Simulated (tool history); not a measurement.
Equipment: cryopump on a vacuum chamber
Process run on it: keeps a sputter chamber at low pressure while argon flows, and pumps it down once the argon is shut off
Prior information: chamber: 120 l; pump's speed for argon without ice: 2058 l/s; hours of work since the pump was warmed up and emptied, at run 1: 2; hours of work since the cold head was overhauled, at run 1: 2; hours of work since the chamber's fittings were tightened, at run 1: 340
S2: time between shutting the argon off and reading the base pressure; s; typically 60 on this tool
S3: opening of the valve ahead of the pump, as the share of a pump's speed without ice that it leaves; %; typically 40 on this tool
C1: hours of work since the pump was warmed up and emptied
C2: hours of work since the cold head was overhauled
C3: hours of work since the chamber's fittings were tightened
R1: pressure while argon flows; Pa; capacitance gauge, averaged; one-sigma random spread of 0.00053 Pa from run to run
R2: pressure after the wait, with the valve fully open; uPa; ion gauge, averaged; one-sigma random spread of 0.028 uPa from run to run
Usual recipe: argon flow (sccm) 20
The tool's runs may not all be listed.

Run 1, hour 0: usual settings; C1 2; C2 2; C3 340. Result: R1 0.0404 Pa, R2 1.3 uPa.
Run 2, hour 46.8: usual settings but S3 58 %; C1 29; C2 29; C3 367. Result: R1 0.0283 Pa, R2 1.33 uPa.
Run 3, hour 80.9: usual settings but S3 32 %; C1 49; C2 49; C3 387. Result: R1 0.0532 Pa, R2 1.34 uPa.
Run 4, hour 109.1: usual settings but S3 32 %; C1 65; C2 65; C3 403. Result: R1 0.052 Pa, R2 1.34 uPa.
Run 5, hour 149.1: usual settings but argon flow (sccm) 10; C1 87; C2 87; C3 425. Result: R1 0.0217 Pa, R2 1.37 uPa.
Run 6, hour 174.7: usual settings; C1 102; C2 102; C3 440. Result: R1 0.0418 Pa, R2 1.31 uPa.
Run 7, hour 223.5: usual settings; C1 130; C2 130; C3 468. Result: R1 0.042 Pa, R2 1.34 uPa.
Run 8, hour 258.8: usual settings but S2 81 s; C1 150; C2 150; C3 488. Result: R1 0.0428 Pa, R2 1.06 uPa.
Run 9, hour 283.3: usual settings but S2 81 s; C1 164; C2 164; C3 502. Result: R1 0.0421 Pa, R2 1.08 uPa.
Run 10, hour 330.9: usual settings but S2 81 s; C1 191; C2 191; C3 529. Result: R1 0.0436 Pa, R2 1.07 uPa.
Run 11, hour 376.1: usual settings but S2 81 s; C1 217; C2 217; C3 555. Result: R1 0.0431 Pa, R2 1.05 uPa.
Run 12, hour 419.2: usual settings but S3 25 %; C1 241; C2 241; C3 579. Result: R1 0.0678 Pa, R2 1.41 uPa.
Run 13, hour 457.7: usual settings but S3 25 %; C1 263; C2 263; C3 601. Result: R1 0.0681 Pa, R2 1.37 uPa.
Run 14, hour 494.2: usual settings but argon flow (sccm) 15, S2 148 s, S3 39 %; C1 284; C2 284; C3 622. Result: R1 0.0334 Pa, R2 0.75 uPa.
Run 15, hour 514.4: usual settings but argon flow (sccm) 15, S2 148 s, S3 39 %; C1 295; C2 295; C3 633. Result: R1 0.0337 Pa, R2 0.76 uPa.
Run 16, hour 553.3: usual settings but argon flow (sccm) 12, S3 35 %; C1 317; C2 317; C3 655. Result: R1 0.0295 Pa, R2 1.41 uPa.
Run 17, hour 578: usual settings but S3 31 %; C1 331; C2 331; C3 669. Result: R1 0.0567 Pa, R2 1.39 uPa.
Run 18, hour 614.7: usual settings but S2 26 s, S3 31 %; C1 352; C2 352; C3 690. Result: R1 0.0561 Pa, R2 2.86 uPa.
Run 19, hour 647.7: usual settings but S2 25 s, S3 47 %; C1 371; C2 371; C3 709. Result: R1 0.0371 Pa, R2 3.02 uPa.
Run 20, hour 680: usual settings but S2 25 s, S3 47 %; C1 389; C2 389; C3 728. Result: R1 0.0379 Pa, R2 2.99 uPa.
Run 21, hour 727.8: usual settings but argon flow (sccm) 21, S2 44 s, S3 47 %; C1 417; C2 417; C3 755. Result: R1 0.0398 Pa, R2 1.84 uPa.
Run 22, hour 754.8: usual settings but argon flow (sccm) 21, S2 44 s, S3 47 %; C1 432; C2 432; C3 770. Result: R1 0.0392 Pa, R2 1.78 uPa.
Run 23, hour 803.7: usual settings but argon flow (sccm) 13, S2 210 s; C1 460; C2 460; C3 798. Result: R1 0.0287 Pa, R2 0.64 uPa.
Run 24, hour 831: usual settings but S2 239 s, S3 19 %; C1 475; C2 475; C3 813. Result: R1 0.0896 Pa, R2 0.62 uPa.
Run 25, hour 870.3: usual settings but S3 49 %; C1 498; C2 498; C3 836. Result: R1 0.0384 Pa, R2 1.41 uPa.

Consider 3 possible next runs. They are alternatives, not a sequence: every one starts from the tool as it was left by run 25. What does each give?
Run A, hour 898.1: usual settings but argon flow (sccm) 12, S3 49 %; C1 514; C2 514; C3 852. Result: R1 ?, R2 ?.
Run B, hour 898.1: usual settings but argon flow (sccm) 35; C1 514; C2 514; C3 852. Result: R1 ?, R2 ?.
Run C, hour 898.1: usual settings but argon flow (sccm) 11, S2 52 s; C1 514; C2 514; C3 852. Result: R1 ?, R2 ?.

run      R1    R2
  A  0.0228  1.43
  B  0.0785  1.47
  C  0.0255  1.64
Without the tool's hidden state the same runs would have given:
run      R1    R2
  A  0.0203  1.23
  B  0.0712  1.27
  C  0.0232  1.44
